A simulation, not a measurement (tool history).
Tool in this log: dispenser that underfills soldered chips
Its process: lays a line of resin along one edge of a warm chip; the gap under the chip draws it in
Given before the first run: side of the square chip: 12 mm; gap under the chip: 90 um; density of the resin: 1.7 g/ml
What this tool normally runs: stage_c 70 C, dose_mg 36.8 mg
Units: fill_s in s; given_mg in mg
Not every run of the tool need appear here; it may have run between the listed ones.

{"run": 1, "day": 0.0, "stage_c": 70, "dose_mg": 36.8, "fill_s": 69.8, "given_mg": 35.73}
{"day": 0.075, "done": "new syringe of resin"}
{"run": 2, "day": 0.162, "stage_c": 70, "dose_mg": 36.8, "fill_s": 36.4, "given_mg": 35.78}
{"run": 3, "day": 0.254, "stage_c": 70, "dose_mg": 36.8, "fill_s": 40.2, "given_mg": 35.71}
{"run": 4, "day": 0.462, "stage_c": 70, "dose_mg": 36.3, "fill_s": 51.1, "given_mg": 34.97}
{"run": 5, "day": 0.592, "stage_c": 70, "dose_mg": 36.3, "fill_s": 58.6, "given_mg": 35.21}
{"day": 0.8, "done": "new syringe of resin"}
{"run": 6, "day": 0.817, "stage_c": 70, "dose_mg": 36.7, "fill_s": 34.2, "given_mg": 35.62}
{"run": 7, "day": 0.946, "stage_c": 70, "dose_mg": 33.7, "fill_s": 40.1, "given_mg": 32.68}
{"run": 8, "day": 1.121, "stage_c": 70, "dose_mg": 33.7, "fill_s": 49, "given_mg": 32.67}
{"run": 9, "day": 1.321, "stage_c": 70, "dose_mg": 36.8, "fill_s": 58.9, "given_mg": 35.66}
{"run": 10, "day": 1.429, "stage_c": 61, "dose_mg": 36.8, "fill_s": 105.7, "given_mg": 35.63}
{"day": 1.521, "done": "new syringe of resin"}
{"run": 11, "day": 1.533, "stage_c": 61, "dose_mg": 36.8, "fill_s": 53.2, "given_mg": 35.61}
{"day": 1.788, "done": "dispensing valve cleaned and set on the balance"}
{"run": 12, "day": 1.788, "stage_c": 61, "dose_mg": 36.8, "fill_s": 67.4, "given_mg": 36.96}
{"run": 13, "day": 1.921, "stage_c": 70, "dose_mg": 36.8, "fill_s": 49.9, "given_mg": 36.91}
{"run": 14, "day": 2.129, "stage_c": 70, "dose_mg": 36.8, "fill_s": 61.3, "given_mg": 36.58}
{"run": 15, "day": 2.221, "stage_c": 70, "dose_mg": 36.8, "fill_s": 69.6, "given_mg": 36.88}
{"day": 2.292, "done": "new syringe of resin"}
{"run": 16, "day": 2.329, "stage_c": 70, "dose_mg": 36.8, "fill_s": 34.8, "given_mg": 36.51}
{"run": 17, "day": 2.438, "stage_c": 70, "dose_mg": 36.8, "fill_s": 39, "given_mg": 36.67}
{"run": 18, "day": 2.642, "stage_c": 78, "dose_mg": 36.8, "fill_s": 34.1, "given_mg": 36.6}
{"run": 19, "day": 2.792, "stage_c": 64, "dose_mg": 45, "fill_s": 77.8, "given_mg": 44.59}
{"run": 20, "day": 2.908, "stage_c": 73, "dose_mg": 36.2, "fill_s": 57.5, "given_mg": 35.99}
{"day": 3.012, "done": "new syringe of resin"}
{"run": 21, "day": 3.058, "stage_c": 80, "dose_mg": 33.5, "fill_s": 21.4, "given_mg": 33.21}
{"run": 22, "day": 3.179, "stage_c": 80, "dose_mg": 36.8, "fill_s": 24.5, "given_mg": 36.43}
{"run": 23, "day": 3.333, "stage_c": 80, "dose_mg": 36.8, "fill_s": 29.6, "given_mg": 36.53}
{"run": 24, "day": 3.442, "stage_c": 80, "dose_mg": 36.8, "fill_s": 33.1, "given_mg": 36.41}
{"run": 25, "day": 3.529, "stage_c": 80, "dose_mg": 36.8, "fill_s": 36.4, "given_mg": 36.5}
{"day": 3.742, "done": "new syringe of resin"}
{"run": 26, "day": 3.754, "stage_c": 65, "dose_mg": 41.9, "fill_s": 43.1, "given_mg": 41.14}
{"run": 27, "day": 3.962, "stage_c": 65, "dose_mg": 41.9, "fill_s": 56.5, "given_mg": 41.38}
{"run": 28, "day": 4.171, "stage_c": 65, "dose_mg": 41.9, "fill_s": 68.2, "given_mg": 41.35}
{"run": 29, "day": 4.308, "stage_c": 65, "dose_mg": 41.9, "fill_s": 80.5, "given_mg": 41.28}
{"day": 4.467, "done": "new syringe of resin"}
{"run": 30, "day": 4.479, "stage_c": 82, "dose_mg": 35.4, "fill_s": 19.6, "given_mg": 35.08}
{"run": 31, "day": 4.654, "stage_c": 82, "dose_mg": 38.7, "fill_s": 24.3, "given_mg": 38.01}
{"run": 32, "day": 4.783, "stage_c": 55, "dose_mg": 44.5, "fill_s": 104.1, "given_mg": 43.93}
{"run": 33, "day": 4.917, "stage_c": 55, "dose_mg": 44.5, "fill_s": 117.2, "given_mg": 43.61}
{"run": 34, "day": 5.017, "stage_c": 76, "dose_mg": 41.5, "fill_s": 45.8, "given_mg": 41.16}
{"run": 35, "day": 5.162, "stage_c": 70, "dose_mg": 32.6, "fill_s": 76.2, "given_mg": 31.75}

Here are 3 independent what-if runs from the current tool condition. What would each one return?
{"day": 5.188, "done": "new syringe of resin"}
{"run": "A", "day": 5.346, "stage_c": 63, "dose_mg": 32.6, "fill_s": "?", "given_mg": "?"}
{"day": 5.188, "done": "new syringe of resin"}
{"run": "B", "day": 5.346, "stage_c": 55, "dose_mg": 33.4, "fill_s": "?", "given_mg": "?"}
{"day": 5.188, "done": "new syringe of resin"}
{"run": "C", "day": 5.346, "stage_c": 70, "dose_mg": 46, "fill_s": "?", "given_mg": "?"}

run=A fill_s=57.3 given_mg=32.14
run=B fill_s=86.3 given_mg=32.88
run=C fill_s=40.2 given_mg=45.2
Stripped of hidden state, with their random variation kept, the same runs would have yielded:
run=A fill_s=47.4 given_mg=32.75
run=B fill_s=71.3 given_mg=33.5
run=C fill_s=33.4 given_mg=46.06

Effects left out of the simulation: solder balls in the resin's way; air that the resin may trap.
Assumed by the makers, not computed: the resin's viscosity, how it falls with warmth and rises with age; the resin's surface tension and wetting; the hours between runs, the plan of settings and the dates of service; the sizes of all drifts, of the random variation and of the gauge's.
